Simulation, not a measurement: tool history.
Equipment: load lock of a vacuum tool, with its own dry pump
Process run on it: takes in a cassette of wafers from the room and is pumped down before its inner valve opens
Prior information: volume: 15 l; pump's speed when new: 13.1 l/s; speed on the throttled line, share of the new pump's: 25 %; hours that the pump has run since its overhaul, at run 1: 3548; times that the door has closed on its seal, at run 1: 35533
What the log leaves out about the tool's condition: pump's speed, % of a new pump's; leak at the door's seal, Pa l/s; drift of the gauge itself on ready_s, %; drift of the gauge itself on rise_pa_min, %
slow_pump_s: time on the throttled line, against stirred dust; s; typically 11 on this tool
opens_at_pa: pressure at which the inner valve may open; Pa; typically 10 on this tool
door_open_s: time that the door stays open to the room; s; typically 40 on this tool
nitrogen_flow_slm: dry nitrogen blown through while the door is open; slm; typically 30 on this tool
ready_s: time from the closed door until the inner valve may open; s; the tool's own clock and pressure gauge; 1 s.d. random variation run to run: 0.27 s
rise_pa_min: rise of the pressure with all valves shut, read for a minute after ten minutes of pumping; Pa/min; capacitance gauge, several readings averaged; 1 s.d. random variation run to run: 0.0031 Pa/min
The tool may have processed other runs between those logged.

run    hour  slow_pump_s  opens_at_pa  door_open_s  nitrogen_flow_slm  hours that the pump has run since its overhaul  times that the door has closed on its seal  incoming humidity of the room's air, %  ready_s  rise_pa_min
  1     0.0           11           10           40                 30                                            3548                                       35533                                    43.3     19.4        0.189
  2   324.0           11           10           40                 30                                            3872                                       36408                                    46.1     19.7        0.196
  3   532.0           11           10           40                 30                                            4080                                       36970                                    42.7     19.1        0.198
  4   750.3            7           10           40                 30                                            4298                                       37560                                    44.7     17.2        0.198
  5   991.1            7           13           40                 30                                            4539                                       38210                                    43.9     15.7        0.204
  6  1198.9           11           10           42                 30                                            4747                                       38772                                    42.5     20.0        0.208
  7  1499.0           11           10           40                 30                                            5047                                       39582                                    44.8     19.6        0.211
  8  1840.4           13           10           40                 30                                            5388                                       40504                                    43.2     21.1        0.215
  9  2186.7            8           12           40                  7                                            5734                                       41440                                    43.8     17.5        0.245
 10  2694.6           17           10           40                 44                                            6242                                       42811                                    47.6     24.2        0.225
 11  3084.1           18           18           40                 11                                            6632                                       43863                                    46.3     24.4        0.258
 12  3563.6           18           11          211                  8                                            7111                                       45159                                    47.5     25.0        0.413
 13  3801.6            7            8          211                  4                                            7349                                       45801                                    44.1     17.6        0.420

Alternative continuations, all from the tool just after run 13; predict every row:
  A  4205.8           10           10           70                 10                                            7753                                       46893                                    48.6        ?            ?
  B  4205.8            7            8          211                  7                                            7753                                       46893                                    44.4        ?            ?
  C  4205.8           17           18           78                 30                                            7753                                       46893                                    43.1        ?            ?

run  ready_s  rise_pa_min
  A     19.2        0.308
  B     17.5        0.421
  C     24.3        0.278
Stripped of hidden state, with their random variation kept, the same runs would have yielded:
run  ready_s  rise_pa_min
  A     17.6        0.106
  B     15.8        0.217
  C     23.1        0.073
